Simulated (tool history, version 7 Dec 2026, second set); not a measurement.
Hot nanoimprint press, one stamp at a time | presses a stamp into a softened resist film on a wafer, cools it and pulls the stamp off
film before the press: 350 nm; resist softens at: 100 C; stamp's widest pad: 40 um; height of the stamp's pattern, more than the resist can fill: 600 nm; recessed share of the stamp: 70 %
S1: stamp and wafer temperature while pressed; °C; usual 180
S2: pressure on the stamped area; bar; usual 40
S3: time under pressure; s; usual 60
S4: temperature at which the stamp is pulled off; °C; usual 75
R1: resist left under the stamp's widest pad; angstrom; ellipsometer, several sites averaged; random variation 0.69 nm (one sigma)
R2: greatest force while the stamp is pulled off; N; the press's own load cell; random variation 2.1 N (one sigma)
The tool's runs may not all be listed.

run 1 hour=0 | S1=180 S2=40 S3=60 S4=75 | R1=1282 R2=116
-- hour=12.1 stamp cleaned and given a new release coat
run 2 hour=85.4 | S1=180 S2=40 S3=59 S4=75 | R1=1292 R2=94
run 3 hour=142.5 | S1=180 S2=40 S3=38 S4=75 | R1=1531 R2=94
run 4 hour=187.6 | S1=180 S2=40 S3=60 S4=75 | R1=1268 R2=97
run 5 hour=281.6 | S1=180 S2=40 S3=60 S4=75 | R1=1264 R2=97
run 6 hour=337 | S1=180 S2=40 S3=60 S4=75 | R1=1273 R2=97
-- hour=387.8 plate thermocouple calibrated
run 7 hour=391.2 | S1=180 S2=40 S3=60 S4=75 | R1=1250 R2=98
run 8 hour=464.6 | S1=186 S2=49.3 S3=60 S4=65 | R1=937 R2=124
run 9 hour=504.6 | S1=180 S2=53.2 S3=60 S4=73 | R1=1082 R2=106
run 10 hour=548.7 | S1=180 S2=40 S3=42 S4=62 | R1=1418 R2=137
run 11 hour=627 | S1=180 S2=40 S3=42 S4=62 | R1=1409 R2=135
-- hour=635.1 plate thermocouple calibrated, once more
run 12 hour=703.6 | S1=180 S2=40 S3=32 S4=79 | R1=1641 R2=101
run 13 hour=742.3 | S1=177 S2=59.5 S3=60 S4=71 | R1=1162 R2=118
run 14 hour=788.1 | S1=177 S2=59.5 S3=60 S4=71 | R1=1152 R2=125

Forecast each of these 4 alternatives for the next run:
-- hour=807.7 stamp cleaned and given a new release coat
run A hour=845.3 | S1=180 S2=30.8 S3=60 S4=75 | R1=? R2=?
-- hour=807.7 stamp cleaned and given a new release coat
run B hour=845.3 | S1=182 S2=28.6 S3=41 S4=75 | R1=? R2=?
-- hour=807.7 stamp cleaned and given a new release coat
run C hour=845.3 | S1=174 S2=59.5 S3=60 S4=71 | R1=? R2=?
-- hour=807.7 stamp cleaned and given a new release coat
run D hour=845.3 | S1=188 S2=59.5 S3=95 S4=80 | R1=? R2=?

run=A R1=1468 R2=88
run=B R1=1661 R2=90
run=C R1=1276 R2=102
run=D R1=702 R2=78
Without the tool's hidden state the same runs would have given:
run=A R1=1463 R2=88
run=B R1=1657 R2=90
run=C R1=1259 R2=101
run=D R1=692 R2=78
